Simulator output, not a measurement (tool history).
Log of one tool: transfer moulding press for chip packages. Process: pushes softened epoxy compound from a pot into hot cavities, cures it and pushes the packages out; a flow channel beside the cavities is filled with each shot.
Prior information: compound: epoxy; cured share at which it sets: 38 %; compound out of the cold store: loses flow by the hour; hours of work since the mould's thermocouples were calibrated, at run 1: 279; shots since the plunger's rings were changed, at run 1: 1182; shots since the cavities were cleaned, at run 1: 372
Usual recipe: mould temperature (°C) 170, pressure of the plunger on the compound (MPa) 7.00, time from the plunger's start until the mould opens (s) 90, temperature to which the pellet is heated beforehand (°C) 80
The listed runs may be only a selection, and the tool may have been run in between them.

run,hour,mould temperature (°C),pressure of the plunger on the compound (MPa),time from the plunger's start until the mould opens (s),temperature to which the pellet is heated beforehand (°C),hours of work since the mould's thermocouples were calibrated,shots since the plunger's rings were changed,shots since the cavities were cleaned,incoming compound's hours out of the cold store,length that the compound runs in the flow channel (mm),greatest force on the pins that push the packages out (N)
1,0.0,170,7.00,90,80,279,1182,372,36.6,490,550
2,14.4,170,7.00,90,80,289,1372,562,32.0,488,583
3,27.7,170,7.00,90,80,299,1548,738,20.2,518,669
# hour 39.7: cavities cleaned with cleaning compound and waxed
4,40.9,170,7.00,90,80,307,1701,16,40.0,484,361
5,47.4,170,7.00,90,80,312,1787,102,39.8,486,420
6,55.1,170,7.00,90,80,317,1888,203,39.0,489,450
7,63.0,170,7.00,90,80,323,1993,308,17.5,510,534
8,70.6,170,7.00,90,80,328,2093,408,10.8,524,567
9,83.1,174,7.00,90,80,337,2258,573,38.3,477,471
10,94.8,174,7.00,90,80,346,2412,727,43.5,460,515
# hour 107.7: cavities cleaned with cleaning compound and waxed
11,108.5,170,7.00,90,80,354,2573,11,20.2,499,375
12,117.1,170,7.00,90,80,361,2686,124,43.0,465,413
13,128.9,170,7.00,90,80,369,2841,279,43.8,467,510
14,136.1,170,7.00,90,80,374,2937,375,24.5,487,546
15,147.1,171,7.97,105,80,382,3081,519,30.7,517,435
# hour 150.0: mould's thermocouples calibrated
16,158.1,176,7.00,88,80,6,3200,638,9.2,498,472
17,166.0,173,7.00,81,78,12,3305,743,44.7,459,644
18,174.5,178,7.00,120,78,18,3416,854,11.3,484,439
# hour 177.9: cavities cleaned with cleaning compound and waxed
19,185.0,170,7.00,90,88,24,3534,92,24.3,483,409
20,194.7,170,5.78,102,81,31,3663,221,18.2,448,370
# hour 204.5: plunger's sealing rings changed
# hour 207.2: mould's thermocouples calibrated, once more
21,210.4,170,5.78,102,81,2,51,369,13.6,484,453
22,222.8,163,5.81,90,80,11,214,532,8.0,511,1246
23,229.4,170,7.00,90,74,16,301,619,38.3,501,687
24,239.4,170,7.00,90,74,23,433,751,19.2,513,728
# hour 250.5: cavities cleaned with cleaning compound and waxed
25,255.6,170,7.00,128,90,34,627,67,17.0,525,257
26,263.2,172,5.89,90,80,39,727,167,11.8,482,440
27,274.1,176,6.88,91,84,47,871,311,21.1,493,370
28,285.6,176,6.88,91,84,55,1022,462,14.0,499,421

5 options for the next run, each taken on its own from the tool as it stands now. Forecast them:
A,300.0,163,7.00,90,80,65,1211,651,38.5,?,?
B,300.0,176,6.88,91,75,65,1211,651,20.1,?,?
C,300.0,176,6.01,106,83,65,1211,651,19.5,?,?
D,300.0,176,5.23,91,84,65,1211,651,20.9,?,?
E,300.0,170,7.00,90,83,65,1211,651,16.1,?,?

run,length that the compound runs in the flow channel (mm),greatest force on the pins that push the packages out (N)
A,510,1126
B,493,445
C,454,407
D,431,457
E,520,678
The same runs, with their run-to-run variation unchanged, on a tool lacking any hidden condition would have given:
run,length that the compound runs in the flow channel (mm),greatest force on the pins that push the packages out (N)
A,520,645
B,503,252
C,463,235
D,439,263
E,530,386
